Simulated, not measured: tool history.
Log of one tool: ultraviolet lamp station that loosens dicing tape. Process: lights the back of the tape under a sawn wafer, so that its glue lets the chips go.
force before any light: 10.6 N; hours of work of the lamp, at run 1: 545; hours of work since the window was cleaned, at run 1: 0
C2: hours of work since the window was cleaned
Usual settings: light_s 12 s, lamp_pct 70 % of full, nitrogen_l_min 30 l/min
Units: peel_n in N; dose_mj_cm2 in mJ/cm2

Run 1, hour 0: usual settings; hours of work of the lamp 545; C2 0. Result: peel_n 0.528 N, dose_mj_cm2 225 mJ/cm2.
Run 2, hour 37.7: usual settings; hours of work of the lamp 566; C2 21. Result: peel_n 0.552 N, dose_mj_cm2 221 mJ/cm2.
Run 3, hour 75.3: usual settings; hours of work of the lamp 587; C2 42. Result: peel_n 0.583 N, dose_mj_cm2 228 mJ/cm2.
Run 4, hour 110: usual settings; hours of work of the lamp 607; C2 62. Result: peel_n 0.543 N, dose_mj_cm2 219 mJ/cm2.
Run 5, hour 140.6: usual settings; hours of work of the lamp 624; C2 79. Result: peel_n 0.591 N, dose_mj_cm2 223 mJ/cm2.
Run 6, hour 158.7: usual settings but nitrogen_l_min 16 l/min; hours of work of the lamp 634; C2 89. Result: peel_n 0.865 N, dose_mj_cm2 217 mJ/cm2.
At hour 161.4: window cleaned of glue's vapour.
Run 7, hour 177.1: usual settings but light_s 16 s; hours of work of the lamp 644; C2 9. Result: peel_n 0.343 N, dose_mj_cm2 293 mJ/cm2.
Run 8, hour 194: usual settings but light_s 22 s, lamp_pct 79 % of full; hours of work of the lamp 654; C2 18. Result: peel_n 0.223 N, dose_mj_cm2 451 mJ/cm2.
Run 9, hour 217.6: usual settings but light_s 9 s, lamp_pct 82 % of full, nitrogen_l_min 17 l/min; hours of work of the lamp 667; C2 31. Result: peel_n 1.105 N, dose_mj_cm2 191 mJ/cm2.
Run 10, hour 238.4: usual settings but light_s 18 s, lamp_pct 72 % of full, nitrogen_l_min 51 l/min; hours of work of the lamp 678; C2 43. Result: peel_n 0.244 N, dose_mj_cm2 336 mJ/cm2.
Run 11, hour 254.6: usual settings but light_s 8 s, lamp_pct 61 % of full; hours of work of the lamp 687; C2 52. Result: peel_n 1.779 N, dose_mj_cm2 126 mJ/cm2.
Run 12, hour 278.4: usual settings but light_s 8 s, lamp_pct 61 % of full; hours of work of the lamp 701; C2 66. Result: peel_n 1.754 N, dose_mj_cm2 123 mJ/cm2.

5 ways to go on from here, each from the tool as it stands after run 12. What would each give?
Run A, hour 294.1: usual settings but light_s 8 s, lamp_pct 92 % of full; hours of work of the lamp 710; C2 74. Result: peel_n ?, dose_mj_cm2 ?.
Run B, hour 294.1: usual settings but light_s 19 s, lamp_pct 82 % of full, nitrogen_l_min 52 l/min; hours of work of the lamp 710; C2 74. Result: peel_n ?, dose_mj_cm2 ?.
Run C, hour 294.1: usual settings but lamp_pct 90 % of full; hours of work of the lamp 710; C2 74. Result: peel_n ?, dose_mj_cm2 ?.
Run D, hour 294.1: usual settings but light_s 23 s, lamp_pct 65 % of full, nitrogen_l_min 48 l/min; hours of work of the lamp 710; C2 74. Result: peel_n ?, dose_mj_cm2 ?.
Run E, hour 294.1: usual settings but nitrogen_l_min 34 l/min; hours of work of the lamp 710; C2 74. Result: peel_n ?, dose_mj_cm2 ?.

run  peel_n  dose_mj_cm2
  A   0.799          191
  B   0.236          397
  C   0.365          280
  D   0.234          383
  E    0.57          213
Without the tool's hidden state the same runs would have given:
run  peel_n  dose_mj_cm2
  A   0.579          222
  B    0.23          462
  C    0.29          326
  D   0.224          446
  E   0.421          249
